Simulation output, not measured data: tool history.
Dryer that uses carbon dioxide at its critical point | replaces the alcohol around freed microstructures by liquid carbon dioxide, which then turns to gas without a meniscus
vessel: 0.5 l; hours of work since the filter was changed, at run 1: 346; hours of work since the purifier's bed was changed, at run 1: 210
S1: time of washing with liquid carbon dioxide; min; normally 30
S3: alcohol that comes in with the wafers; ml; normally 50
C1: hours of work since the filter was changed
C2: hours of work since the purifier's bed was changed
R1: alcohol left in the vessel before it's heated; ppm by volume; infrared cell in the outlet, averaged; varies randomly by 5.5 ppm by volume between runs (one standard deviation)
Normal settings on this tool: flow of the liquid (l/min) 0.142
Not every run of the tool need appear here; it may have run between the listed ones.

run 1 hour=0 | S1=30 flow_of_the_liquid_(l/min)=0.142 S3=50 | C1=346 C2=210 | R1=440
run 2 hour=11.5 | S1=30 flow_of_the_liquid_(l/min)=0.142 S3=50 | C1=354 C2=218 | R1=458
run 3 hour=20.2 | S1=30 flow_of_the_liquid_(l/min)=0.142 S3=50 | C1=360 C2=224 | R1=477
run 4 hour=28.3 | S1=30 flow_of_the_liquid_(l/min)=0.142 S3=50 | C1=365 C2=229 | R1=465
run 5 hour=43.3 | S1=30 flow_of_the_liquid_(l/min)=0.112 S3=50 | C1=376 C2=240 | R1=1328
run 6 hour=53.1 | S1=30 flow_of_the_liquid_(l/min)=0.112 S3=50 | C1=382 C2=246 | R1=1353
run 7 hour=65.1 | S1=30 flow_of_the_liquid_(l/min)=0.112 S3=50 | C1=391 C2=255 | R1=1345
run 8 hour=76.8 | S1=30 flow_of_the_liquid_(l/min)=0.112 S3=50 | C1=399 C2=263 | R1=1383
run 9 hour=91.1 | S1=30 flow_of_the_liquid_(l/min)=0.112 S3=50 | C1=409 C2=273 | R1=1405
run 10 hour=102.8 | S1=26 flow_of_the_liquid_(l/min)=0.112 S3=50 | C1=417 C2=281 | R1=2453
run 11 hour=115.2 | S1=30 flow_of_the_liquid_(l/min)=0.142 S3=119 | C1=425 C2=289 | R1=1148
run 12 hour=123.6 | S1=30 flow_of_the_liquid_(l/min)=0.142 S3=119 | C1=431 C2=295 | R1=1163
run 13 hour=133.5 | S1=30 flow_of_the_liquid_(l/min)=0.142 S3=119 | C1=438 C2=302 | R1=1217
run 14 hour=147.4 | S1=30 flow_of_the_liquid_(l/min)=0.142 S3=50 | C1=448 C2=312 | R1=594
run 15 hour=159.3 | S1=30 flow_of_the_liquid_(l/min)=0.142 S3=50 | C1=456 C2=320 | R1=608
run 16 hour=171.1 | S1=30 flow_of_the_liquid_(l/min)=0.142 S3=50 | C1=464 C2=328 | R1=615
run 17 hour=181.5 | S1=30 flow_of_the_liquid_(l/min)=0.142 S3=50 | C1=471 C2=335 | R1=608
-- hour=190 inlet filter changed
run 18 hour=196.5 | S1=30 flow_of_the_liquid_(l/min)=0.142 S3=50 | C1=4 C2=345 | R1=309
run 19 hour=211.5 | S1=30 flow_of_the_liquid_(l/min)=0.142 S3=50 | C1=15 C2=355 | R1=310
run 20 hour=222.9 | S1=30 flow_of_the_liquid_(l/min)=0.142 S3=50 | C1=23 C2=363 | R1=327
run 21 hour=236 | S1=30 flow_of_the_liquid_(l/min)=0.142 S3=49 | C1=32 C2=372 | R1=322
run 22 hour=250.8 | S1=30 flow_of_the_liquid_(l/min)=0.142 S3=49 | C1=42 C2=382 | R1=343
run 23 hour=266.7 | S1=32 flow_of_the_liquid_(l/min)=0.142 S3=49 | C1=53 C2=393 | R1=291
run 24 hour=279.7 | S1=32 flow_of_the_liquid_(l/min)=0.142 S3=49 | C1=62 C2=402 | R1=283
run 25 hour=289.5 | S1=44 flow_of_the_liquid_(l/min)=0.204 S3=50 | C1=69 C2=409 | R1=178
run 26 hour=299 | S1=26 flow_of_the_liquid_(l/min)=0.228 S3=105 | C1=75 C2=416 | R1=221
run 27 hour=310.1 | S1=21 flow_of_the_liquid_(l/min)=0.165 S3=105 | C1=83 C2=423 | R1=1487
run 28 hour=323.2 | S1=21 flow_of_the_liquid_(l/min)=0.165 S3=105 | C1=92 C2=432 | R1=1518
run 29 hour=340.2 | S1=24 flow_of_the_liquid_(l/min)=0.137 S3=50 | C1=104 C2=444 | R1=1028
run 30 hour=348.4 | S1=43 flow_of_the_liquid_(l/min)=0.193 S3=98 | C1=109 C2=450 | R1=187
run 31 hour=358.9 | S1=43 flow_of_the_liquid_(l/min)=0.088 S3=46 | C1=117 C2=457 | R1=552
run 32 hour=376.5 | S1=43 flow_of_the_liquid_(l/min)=0.088 S3=46 | C1=129 C2=469 | R1=577
run 33 hour=393.6 | S1=38 flow_of_the_liquid_(l/min)=0.122 S3=46 | C1=141 C2=481 | R1=318
run 34 hour=408.3 | S1=35 flow_of_the_liquid_(l/min)=0.142 S3=21 | C1=151 C2=491 | R1=264
run 35 hour=420.7 | S1=36 flow_of_the_liquid_(l/min)=0.142 S3=22 | C1=160 C2=500 | R1=258
run 36 hour=428.5 | S1=36 flow_of_the_liquid_(l/min)=0.142 S3=22 | C1=165 C2=505 | R1=242
run 37 hour=444.9 | S1=37 flow_of_the_liquid_(l/min)=0.142 S3=23 | C1=176 C2=517 | R1=257
run 38 hour=459.5 | S1=35 flow_of_the_liquid_(l/min)=0.107 S3=56 | C1=186 C2=527 | R1=779
run 39 hour=468.8 | S1=35 flow_of_the_liquid_(l/min)=0.107 S3=56 | C1=193 C2=533 | R1=750
run 40 hour=479.6 | S1=35 flow_of_the_liquid_(l/min)=0.107 S3=56 | C1=200 C2=541 | R1=804
run 41 hour=495.5 | S1=35 flow_of_the_liquid_(l/min)=0.131 S3=56 | C1=211 C2=552 | R1=397
run 42 hour=508.6 | S1=35 flow_of_the_liquid_(l/min)=0.142 S3=50 | C1=220 C2=561 | R1=333
run 43 hour=525.8 | S1=30 flow_of_the_liquid_(l/min)=0.154 S3=29 | C1=232 C2=573 | R1=345
run 44 hour=541.4 | S1=30 flow_of_the_liquid_(l/min)=0.154 S3=29 | C1=243 C2=583 | R1=356

Alternative continuations, all from the tool just after run 44; predict every row:
run A hour=549.5 | S1=18 flow_of_the_liquid_(l/min)=0.142 S3=35 | C1=249 C2=589 | R1=?
run B hour=549.5 | S1=20 flow_of_the_liquid_(l/min)=0.142 S3=50 | C1=249 C2=589 | R1=?
run C hour=549.5 | S1=30 flow_of_the_liquid_(l/min)=0.154 S3=28 | C1=249 C2=589 | R1=?
run D hour=549.5 | S1=30 flow_of_the_liquid_(l/min)=0.163 S3=50 | C1=249 C2=589 | R1=?
run E hour=549.5 | S1=42 flow_of_the_liquid_(l/min)=0.104 S3=72 | C1=249 C2=589 | R1=?

run=A R1=2251
run=B R1=2267
run=C R1=353
run=D R1=388
run=E R1=592
Take away the tool's hidden state, keep each run's random variation, and the runs would have read:
run=A R1=1421
run=B R1=1377
run=C R1=56
run=D R1=72
run=E R1=189

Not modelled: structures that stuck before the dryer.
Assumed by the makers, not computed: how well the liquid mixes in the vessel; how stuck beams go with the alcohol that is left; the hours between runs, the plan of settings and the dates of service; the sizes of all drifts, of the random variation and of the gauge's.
